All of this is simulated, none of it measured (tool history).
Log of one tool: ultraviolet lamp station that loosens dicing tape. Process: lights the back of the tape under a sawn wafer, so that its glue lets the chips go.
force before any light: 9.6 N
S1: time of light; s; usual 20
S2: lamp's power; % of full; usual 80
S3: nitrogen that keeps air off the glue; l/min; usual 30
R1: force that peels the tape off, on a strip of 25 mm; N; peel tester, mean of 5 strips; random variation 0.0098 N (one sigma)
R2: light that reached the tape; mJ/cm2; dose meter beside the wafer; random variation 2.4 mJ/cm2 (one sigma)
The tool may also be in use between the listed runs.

run 1 hour=0 | S1=20 S2=80 S3=30 | R1=0.487 R2=252
run 2 hour=21 | S1=20 S2=80 S3=30 | R1=0.509 R2=250
run 3 hour=41.1 | S1=20 S2=80 S3=30 | R1=0.522 R2=251
run 4 hour=51.3 | S1=20 S2=80 S3=30 | R1=0.51 R2=246
run 5 hour=60.1 | S1=20 S2=89 S3=30 | R1=0.415 R2=276
run 6 hour=79.7 | S1=20 S2=89 S3=30 | R1=0.414 R2=271
run 7 hour=94.5 | S1=20 S2=80 S3=30 | R1=0.501 R2=246
run 8 hour=111.7 | S1=20 S2=80 S3=30 | R1=0.52 R2=247
run 9 hour=132.8 | S1=20 S2=80 S3=10 | R1=1.262 R2=242
run 10 hour=154.5 | S1=20 S2=80 S3=10 | R1=1.239 R2=242
run 11 hour=166.2 | S1=20 S2=83 S3=11 | R1=1.061 R2=251
run 12 hour=178.9 | S1=19 S2=60 S3=30 | R1=1.075 R2=170
run 13 hour=188.1 | S1=27 S2=60 S3=11 | R1=1.155 R2=243
run 14 hour=200.3 | S1=31 S2=96 S3=18 | R1=0.252 R2=445
run 15 hour=216.1 | S1=18 S2=77 S3=16 | R1=1.223 R2=207
run 16 hour=237.1 | S1=18 S2=77 S3=16 | R1=1.172 R2=202
run 17 hour=248.9 | S1=18 S2=77 S3=16 | R1=1.173 R2=201
run 18 hour=259.8 | S1=18 S2=77 S3=16 | R1=1.191 R2=203

Forecast each of these 5 alternatives for the next run:
run A hour=280.8 | S1=20 S2=72 S3=22 | R1=? R2=?
run B hour=280.8 | S1=16 S2=97 S3=48 | R1=? R2=?
run C hour=280.8 | S1=38 S2=77 S3=12 | R1=? R2=?
run D hour=280.8 | S1=23 S2=82 S3=14 | R1=? R2=?
run E hour=280.8 | S1=13 S2=83 S3=30 | R1=? R2=?

run=A R1=0.874 R2=209
run=B R1=0.442 R2=227
run=C R1=0.342 R2=427
run=D R1=0.706 R2=279
run=E R1=1.266 R2=156
Without the tool's hidden state the same runs would have given:
run=A R1=0.651 R2=241
run=B R1=0.339 R2=262
run=C R1=0.276 R2=493
run=D R1=0.523 R2=321
run=E R1=0.965 R2=181
